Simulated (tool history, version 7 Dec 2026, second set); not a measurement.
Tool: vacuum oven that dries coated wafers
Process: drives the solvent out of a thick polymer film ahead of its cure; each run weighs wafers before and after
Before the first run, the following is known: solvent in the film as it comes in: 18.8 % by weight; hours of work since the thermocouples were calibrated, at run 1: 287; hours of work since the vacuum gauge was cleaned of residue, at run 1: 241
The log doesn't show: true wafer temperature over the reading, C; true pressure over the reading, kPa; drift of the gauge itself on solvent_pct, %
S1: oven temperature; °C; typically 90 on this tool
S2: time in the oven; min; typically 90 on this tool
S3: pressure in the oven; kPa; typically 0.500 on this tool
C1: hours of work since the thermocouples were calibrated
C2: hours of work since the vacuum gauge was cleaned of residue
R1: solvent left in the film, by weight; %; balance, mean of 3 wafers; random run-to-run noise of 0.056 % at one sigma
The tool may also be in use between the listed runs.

| run | hour | S1 | S2 | S3 | C1 | C2 | R1 |
|---|---|---|---|---|---|---|---|
| 1 | 0.0 | 90 | 90 | 0.500 | 287 | 241 | 2.55 |
| 2 | 23.0 | 90 | 90 | 0.500 | 303 | 257 | 2.64 |
| 3 | 59.7 | 90 | 90 | 0.277 | 330 | 284 | 2.34 |
| 4 | 96.3 | 90 | 90 | 0.500 | 357 | 311 | 2.53 |
| 5 | 141.9 | 98 | 90 | 0.500 | 390 | 344 | 1.24 |
| 6 | 184.5 | 98 | 90 | 0.500 | 421 | 375 | 1.09 |
| 7 | 217.4 | 90 | 117 | 0.500 | 445 | 400 | 1.59 |
| 8 | 253.6 | 90 | 90 | 0.500 | 472 | 426 | 2.66 |
| 9 | 300.1 | 90 | 90 | 0.500 | 506 | 460 | 2.57 |
| 10 | 319.5 | 90 | 90 | 0.500 | 520 | 474 | 2.62 |
| 11 | 339.5 | 90 | 90 | 0.500 | 535 | 489 | 2.61 |
| 12 | 372.6 | 90 | 90 | 0.500 | 559 | 513 | 2.69 |
| 13 | 410.0 | 90 | 90 | 0.379 | 586 | 540 | 2.60 |
| 14 | 433.1 | 90 | 90 | 0.379 | 603 | 557 | 2.63 |
| 15 | 465.4 | 90 | 90 | 0.500 | 627 | 581 | 2.63 |
| 16 | 506.2 | 90 | 90 | 1.193 | 656 | 610 | 2.95 |
| 17 | 550.3 | 79 | 94 | 1.193 | 689 | 643 | 5.85 |
| 18 | 574.7 | 91 | 133 | 1.193 | 706 | 661 | 1.53 |
| 19 | 601.3 | 96 | 100 | 0.645 | 726 | 680 | 1.25 |
| 20 | 648.3 | 76 | 78 | 0.982 | 760 | 714 | 7.70 |
| 21 | 689.7 | 102 | 99 | 0.982 | 790 | 745 | 0.93 |
| 22 | 709.7 | 102 | 99 | 0.982 | 805 | 759 | 0.89 |
| 23 | 751.1 | 77 | 140 | 0.352 | 835 | 789 | 4.02 |
| 24 | 783.5 | 77 | 140 | 0.352 | 859 | 813 | 4.09 |
| 25 | 814.5 | 77 | 140 | 0.352 | 882 | 836 | 3.94 |
| 26 | 844.6 | 90 | 54 | 1.083 | 904 | 858 | 5.52 |
| 27 | 871.0 | 90 | 54 | 1.083 | 923 | 877 | 5.63 |
| 28 | 908.1 | 90 | 54 | 1.083 | 950 | 904 | 5.54 |
| 29 | 933.7 | 79 | 90 | 1.732 | 969 | 923 | 6.55 |
| 30 | 962.2 | 79 | 90 | 1.732 | 990 | 944 | 6.54 |
| 31 | 1004.4 | 95 | 90 | 1.732 | 1020 | 975 | 2.32 |

Pick out some run-to-run changes in R1. Of each, how much would a tool without hidden state show as well, from the settings, what came in and chance, and how much is left for the hidden state and any gauge scatter not in both results compared?
Run 17 -> 18: S1 79 -> 91, S2 94 -> 133. R1 -4.32 %: hidden state -0.17, all else -4.15.
Run 19 -> 20: S1 96 -> 76, S2 100 -> 78, S3 0.645 -> 0.982. R1 +6.45 %: hidden state +0.24, all else +6.21.
Run 20 -> 21: S1 76 -> 102, S2 78 -> 99. R1 -6.77 %: hidden state -0.29, all else -6.48.
Run 22 -> 23: S1 102 -> 77, S2 99 -> 140, S3 0.982 -> 0.352. R1 +3.13 %: hidden state +0.34, all else +2.79.
